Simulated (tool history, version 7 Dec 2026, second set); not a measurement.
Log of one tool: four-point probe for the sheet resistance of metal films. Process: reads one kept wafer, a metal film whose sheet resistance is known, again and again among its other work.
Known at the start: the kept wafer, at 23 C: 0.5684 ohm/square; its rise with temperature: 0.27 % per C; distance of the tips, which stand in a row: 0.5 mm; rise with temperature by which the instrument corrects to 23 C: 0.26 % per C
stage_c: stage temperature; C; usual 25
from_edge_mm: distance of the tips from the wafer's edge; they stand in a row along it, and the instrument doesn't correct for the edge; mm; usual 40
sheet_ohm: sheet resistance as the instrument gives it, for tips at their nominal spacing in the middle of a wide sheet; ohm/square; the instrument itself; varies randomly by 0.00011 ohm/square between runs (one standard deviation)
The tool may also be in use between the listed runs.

run,hour,stage_c,from_edge_mm,sheet_ohm
1,0,25,40,0.568685
2,57.2,19,40,0.568186
3,94.9,19,40,0.568327
4,131.5,19,40,0.568143
5,196.2,19,40,0.568319
6,277.5,25,47,0.568436
7,340.7,32,40,0.56891
8,422.8,32,40,0.568904
9,498.9,20,40,0.568281
# hour 504: new probe head fitted
10,548.1,20,40,0.568277
11,599.3,20,40,0.568452
12,679.8,20,40,0.568361
13,742.2,20,40,0.568234
14,818.7,20,40,0.56818
15,863.1,25,40,0.568508
16,944.9,25,3,0.576675
17,1033.3,25,3,0.576708
18,1121.9,25,40,0.568701
19,1162.2,25,40,0.568323
20,1241.9,25,40,0.568501
21,1312.2,25,40,0.568517
22,1351.5,25,32,0.568821
23,1404.9,26,12,0.568959
24,1467,25,12,0.569204
25,1516.9,32,8,0.570091
26,1594.5,27,8,0.56965
27,1646.5,29,10,0.569398
28,1692.4,18,3,0.576586
29,1730.9,18,3,0.576502
30,1786.4,32,24,0.56886
31,1848.8,32,24,0.568983
32,1934.1,33,40,0.568945
33,2005.5,20,67,0.568123
34,2076.3,30,40,0.568877
35,2121.3,30,4,0.573717
36,2209.6,22,18,0.568712
37,2265,32,40,0.569043
38,2327.7,24,14,0.568914
39,2372.2,24,14,0.568764

Each row is a separate what-if for the run after 39, all from the same tool condition, not one after another. Results?
A,2440.1,29,20,?
B,2440.1,25,25,?
C,2440.1,24,7,?

run,sheet_ohm
A,0.568804
B,0.568587
C,0.569982
With no hidden state in the tool, these same runs would have given:
run,sheet_ohm
A,0.568775
B,0.568558
C,0.569953
